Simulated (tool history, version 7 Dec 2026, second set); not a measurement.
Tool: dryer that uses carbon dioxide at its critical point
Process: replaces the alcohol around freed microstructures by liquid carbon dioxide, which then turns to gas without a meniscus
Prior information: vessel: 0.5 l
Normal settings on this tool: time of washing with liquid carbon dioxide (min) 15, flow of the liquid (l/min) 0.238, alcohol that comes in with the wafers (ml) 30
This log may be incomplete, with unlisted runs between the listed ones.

| run | hour | time of washing with liquid carbon dioxide (min) | flow of the liquid (l/min) | alcohol that comes in with the wafers (ml) | alcohol left in the vessel before it's heated (ppm by volume) |
|---|---|---|---|---|---|
| 1 | 0.0 | 15 | 0.238 | 30 | 283 |
| 2 | 14.1 | 15 | 0.238 | 112 | 1077 |
| 3 | 25.7 | 15 | 0.238 | 30 | 297 |
| 4 | 35.1 | 15 | 0.238 | 30 | 322 |
| 5 | 51.9 | 15 | 0.238 | 30 | 339 |
| 6 | 68.0 | 15 | 0.285 | 30 | 129 |
| 7 | 78.1 | 15 | 0.285 | 30 | 147 |
| 8 | 93.8 | 15 | 0.238 | 30 | 354 |
| 9 | 106.7 | 15 | 0.238 | 30 | 383 |
| 10 | 125.8 | 15 | 0.238 | 30 | 391 |
| 11 | 135.2 | 15 | 0.238 | 30 | 404 |
| 12 | 154.4 | 15 | 0.234 | 30 | 455 |
| 13 | 162.7 | 15 | 0.315 | 23 | 92 |
| 14 | 179.7 | 15 | 0.315 | 23 | 97 |
| 15 | 191.7 | 15 | 0.262 | 23 | 250 |
| 16 | 208.8 | 10 | 0.238 | 23 | 1772 |

What does the tool deliver on the next run?
| 17 | 218.1 | 10 | 0.238 | 23 | ? |

For run 17 the tool returned alcohol left in the vessel before it's heated (ppm by volume) 1879.
Take away the tool's hidden state, keep the run-to-run variation as it was, and the same run would have given alcohol left in the vessel before it's heated (ppm by volume) 1141.
